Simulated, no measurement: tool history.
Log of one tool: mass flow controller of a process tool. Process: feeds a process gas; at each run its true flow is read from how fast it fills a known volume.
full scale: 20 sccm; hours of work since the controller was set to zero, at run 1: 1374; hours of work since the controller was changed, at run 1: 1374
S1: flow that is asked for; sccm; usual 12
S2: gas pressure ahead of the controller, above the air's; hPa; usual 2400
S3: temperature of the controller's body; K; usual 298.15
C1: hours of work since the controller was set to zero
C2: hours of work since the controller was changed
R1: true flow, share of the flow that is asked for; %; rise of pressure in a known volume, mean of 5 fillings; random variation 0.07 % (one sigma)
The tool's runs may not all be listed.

run      day  S1    S2      S3    C1    C2      R1
  1        0  12  2400  298.15  1374  1374   99.46
  2    6.925  12  2400  298.15  1434  1434   99.53
  3   12.133  12  2400  298.15  1480  1480   99.26
  4   17.212  12  2400  298.15  1524  1524   99.54
  5   22.417  12  2400  298.15  1569  1569   99.36
  6   28.429  12  2400  298.15  1621  1621   99.47
  7   36.479  12  2400  298.15  1691  1691   99.59
  8   42.892  12  2400  296.15  1746  1746   99.47
  9   46.929  12  2400  298.15  1781  1781   99.59
 10   52.162  12  2400  298.15  1827  1827   99.65
 11   60.462   7  2400  298.15  1899  1899   99.23
 12   65.846  12  2400  298.15  1945  1945    99.6
 13   72.279  12  2400  298.15  2001  2001   99.71
 14   76.388  12  2400  298.15  2037  2037   99.64
 15    82.25  12  2400  307.15  2088  2088   99.92
 16   88.171  12  2400  307.15  2139  2139  100.03
 17   92.046  11  2400  298.15  2173  2173   99.71
 18   98.571  11  2400  298.15  2229  2229   99.81
 19  102.762  11  2400  298.15  2266  2266   99.78
 20  107.817  12  2740  295.15  2310  2310   99.94
 21  113.929  12  2740  295.15  2363  2363   99.93
 22  117.567   4  1660  298.15  2394  2394   99.64
 23  123.879  12  1740  298.15  2449  2449   99.77
 24   130.25   9  1780  294.15  2504  2504   99.44
 25  136.179   9  1780  294.15  2556  2556    99.5
 26  143.171   2  1600  294.15  2616  2616  101.52
 27  151.742   2  1600  294.15  2690  2690  101.65
 28  155.346   2  1600  294.15  2722  2722  101.66
 29  161.833   3  2750  313.15  2778  2778  101.19
 30  168.179   3  2750  313.15  2833  2833  101.32
 31  174.179   3  2750  313.15  2885  2885  101.48
 32    178.6  11  2590  306.15  2923  2923  100.43
 33  182.275   4  2400  298.15  2955  2955   100.5
 34  188.167  12  1570  304.15  3006  3006  100.05
 35  192.892  12  1570  304.15  3047  3047  100.15

Forecast each of these 3 alternatives for the next run:
  A  197.792  12  1570  294.15  3090  3090   ?
  B  197.792   3  1680  304.15  3090  3090   ?
  C  197.792  12  2600  300.15  3090  3090   ?

run      R1
  A    99.9
  B  101.04
  C  100.47
Without the tool's hidden state the same runs would have given:
run     R1
  A  98.64
  B  97.55
  C  99.21
